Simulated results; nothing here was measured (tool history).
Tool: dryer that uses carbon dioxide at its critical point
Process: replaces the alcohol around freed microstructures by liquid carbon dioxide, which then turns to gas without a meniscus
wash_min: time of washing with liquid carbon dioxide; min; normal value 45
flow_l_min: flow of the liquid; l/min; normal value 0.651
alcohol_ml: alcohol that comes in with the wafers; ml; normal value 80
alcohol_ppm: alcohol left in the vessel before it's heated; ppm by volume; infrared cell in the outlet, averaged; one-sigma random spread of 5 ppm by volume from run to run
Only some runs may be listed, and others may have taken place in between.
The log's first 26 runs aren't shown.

run,day,wash_min,flow_l_min,alcohol_ml,alcohol_ppm
27,49.596,28,0.592,69,586
28,50.875,34,0.692,109,262
29,53.175,45,0.703,80,79
30,54.562,41,0.734,37,77
31,57.362,41,0.734,69,110
32,58.979,29,0.651,80,507
33,60.454,53,1.032,80,58
34,63.229,31,0.849,80,183
35,65.179,32,0.908,78,129
36,66.946,32,0.908,78,147
37,69.442,32,0.908,78,136
38,71.217,32,0.547,78,711
39,73.583,32,0.547,78,739
40,75.829,45,0.766,25,87
# day 77.167: inlet filter changed
41,77.621,35,0.773,105,164
42,79.033,35,0.773,105,155
43,81.154,28,0.667,99,546
44,83.138,28,0.667,99,553
45,85.829,31,0.668,80,344
46,87.212,31,0.668,80,354
47,88.446,35,0.651,80,253

Alternative continuations, all from the tool just after run 47; predict every row:
A,89.854,45,0.817,80,?
B,89.854,46,0.651,27,?
C,89.854,35,0.714,109,?
D,89.854,45,0.523,29,?

run,alcohol_ppm
A,101
B,106
C,248
D,142
Stripped of hidden state, with their random variation kept, the same runs would have yielded:
run,alcohol_ppm
A,16
B,20
C,131
D,48
